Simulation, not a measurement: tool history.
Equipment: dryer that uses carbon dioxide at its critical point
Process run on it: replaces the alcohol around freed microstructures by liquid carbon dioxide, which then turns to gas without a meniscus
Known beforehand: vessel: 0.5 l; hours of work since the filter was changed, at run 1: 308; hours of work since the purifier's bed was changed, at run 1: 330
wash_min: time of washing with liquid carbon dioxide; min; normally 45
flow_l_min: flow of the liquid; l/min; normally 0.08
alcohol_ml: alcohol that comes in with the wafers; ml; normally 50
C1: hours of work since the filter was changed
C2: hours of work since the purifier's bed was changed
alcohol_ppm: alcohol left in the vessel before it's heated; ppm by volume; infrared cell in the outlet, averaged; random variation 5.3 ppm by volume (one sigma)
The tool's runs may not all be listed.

Run 1, hour 0: usual settings; C1 308; C2 330. Result: alcohol_ppm 226 ppm by volume.
Run 2, hour 35: usual settings; C1 321; C2 343. Result: alcohol_ppm 230 ppm by volume.
Run 3, hour 51.9: usual settings but wash_min 49 min; C1 327; C2 349. Result: alcohol_ppm 144 ppm by volume.
Run 4, hour 68.7: usual settings but wash_min 49 min; C1 333; C2 355. Result: alcohol_ppm 148 ppm by volume.
Run 5, hour 93.7: usual settings but wash_min 49 min; C1 342; C2 364. Result: alcohol_ppm 155 ppm by volume.
Run 6, hour 125.7: usual settings but wash_min 49 min; C1 354; C2 376. Result: alcohol_ppm 163 ppm by volume.
Run 7, hour 153: usual settings; C1 364; C2 386. Result: alcohol_ppm 248 ppm by volume.
Run 8, hour 176.3: usual settings; C1 372; C2 394. Result: alcohol_ppm 253 ppm by volume.
Run 9, hour 205.1: usual settings but wash_min 71 min, flow_l_min 0.091 l/min; C1 383; C2 405. Result: alcohol_ppm 50 ppm by volume.
Run 10, hour 227.8: usual settings but wash_min 46 min, flow_l_min 0.1216 l/min, alcohol_ml 23 ml; C1 391; C2 413. Result: alcohol_ppm 47 ppm by volume.
Run 11, hour 255.6: usual settings but wash_min 41 min, flow_l_min 0.1216 l/min, alcohol_ml 107 ml; C1 401; C2 423. Result: alcohol_ppm 88 ppm by volume.
Run 12, hour 283: usual settings but flow_l_min 0.1002 l/min, alcohol_ml 30 ml; C1 411; C2 433. Result: alcohol_ppm 84 ppm by volume.
Run 13, hour 315.8: usual settings but wash_min 27 min, flow_l_min 0.0705 l/min, alcohol_ml 115 ml; C1 423; C2 445. Result: alcohol_ppm 9216 ppm by volume.

Alternative continuations, all from the tool just after run 13; predict every row:
Run A, hour 338.2: usual settings but wash_min 41 min, flow_l_min 0.0604 l/min, alcohol_ml 51 ml; C1 431; C2 453. Result: alcohol_ppm ?.
Run B, hour 338.2: usual settings but wash_min 51 min, flow_l_min 0.068 l/min, alcohol_ml 43 ml; C1 431; C2 453. Result: alcohol_ppm ?.
Run C, hour 338.2: usual settings but wash_min 32 min, flow_l_min 0.0705 l/min, alcohol_ml 30 ml; C1 431; C2 453. Result: alcohol_ppm ?.

run  alcohol_ppm
  A         1564
  B          300
  C         1356
Stripped of hidden state, with their random variation kept, the same runs would have yielded:
run  alcohol_ppm
  A         1026
  B          151
  C          916

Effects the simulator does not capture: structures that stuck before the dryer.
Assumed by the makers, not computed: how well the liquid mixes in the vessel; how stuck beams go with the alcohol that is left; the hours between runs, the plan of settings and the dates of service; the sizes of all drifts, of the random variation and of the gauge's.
